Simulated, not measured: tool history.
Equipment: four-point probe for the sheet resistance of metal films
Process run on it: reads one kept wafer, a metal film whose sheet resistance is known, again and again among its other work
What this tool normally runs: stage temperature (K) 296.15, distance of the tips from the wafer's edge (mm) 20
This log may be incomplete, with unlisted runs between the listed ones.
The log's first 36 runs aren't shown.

run   hour  stage temperature (K)  distance of the tips from the wafer's edge (mm)  touches since the probe head was changed  hours of work since the stage's thermometer was calibrated  sheet resistance as the instrument gives it (ohm/square)
 37  460.9                 302.15                                                6                                     29262                                                          92                                                  4.464828
 38  479.2                 307.15                                               16                                     29861                                                         100                                                  4.423980
 39  492.0                 296.15                                               15                                     30279                                                         105                                                  4.390199
 40  505.6                 296.15                                                6                                     30722                                                         110                                                  4.445038
 41  513.7                 296.15                                                6                                     30988                                                         114                                                  4.444304
 42  521.8                 299.15                                               37                                     31250                                                         117                                                  4.390157
 43  535.6                 295.15                                               14                                     31699                                                         122                                                  4.388393
 44  550.6                 305.15                                               30                                     32190                                                         128                                                  4.410647
 45  569.2                 304.15                                               13                                     32796                                                         136                                                  4.418656

Forecast each of these 3 alternatives for the next run:
  A  585.3                 300.15                                               20                                     33324                                                         142                                                         ?
  B  585.3                 297.15                                               17                                     33324                                                         142                                                         ?
  C  585.3                 308.15                                               26                                     33324                                                         142                                                         ?

run  sheet resistance as the instrument gives it (ohm/square)
  A                                                  4.397291
  B                                                  4.389022
  C                                                  4.421525
Stripped of hidden state, with their random variation kept, the same runs would have yielded:
run  sheet resistance as the instrument gives it (ohm/square)
  A                                                  4.415211
  B                                                  4.406910
  C                                                  4.439537
